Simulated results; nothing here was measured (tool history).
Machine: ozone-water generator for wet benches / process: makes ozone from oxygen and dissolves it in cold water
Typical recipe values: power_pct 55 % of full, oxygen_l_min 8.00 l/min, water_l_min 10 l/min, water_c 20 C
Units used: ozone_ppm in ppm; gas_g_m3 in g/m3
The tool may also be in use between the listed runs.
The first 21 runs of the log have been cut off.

run,hour,power_pct,oxygen_l_min,water_l_min,water_c,ozone_ppm,gas_g_m3
22,1584.1,81,7.09,7,27,46.9,306.1
23,1673.5,97,5.97,10,20,56.1,385.5
24,1772.4,71,5.97,10,23,42.6,312.1
25,1839.1,71,5.97,10,23,42.3,311.9
26,1916.3,71,5.97,10,23,42.1,310.3
27,1977.6,97,5.97,9,23,54.8,387.4
28,2078.8,97,6.09,7,23,62.2,384.2
29,2134.9,97,6.09,7,28,55.2,381.7
30,2241.2,97,7.07,13,14,52.9,355.4
31,2338.7,97,7.07,13,14,52.4,357.9
# hour 2387.9: contactor cleaned
32,2426.8,55,8.00,10,26,31.3,228.4

Consider 4 possible next runs. They are alternatives, not a sequence: every one starts from the tool as it was left by run 32. What does each give?
A,2490.3,55,7.99,9,26,?,?
B,2490.3,56,8.00,10,20,?,?
C,2490.3,46,8.00,7,24,?,?
D,2490.3,55,8.00,9,26,?,?

run,ozone_ppm,gas_g_m3
A,32.3,228.3
B,35.8,231.7
C,33.6,202.9
D,32.4,230.6
Stripped of hidden state, with their random variation kept, the same runs would have yielded:
run,ozone_ppm,gas_g_m3
A,32.4,217.9
B,35.9,221.2
C,33.7,193.6
D,32.5,220.1
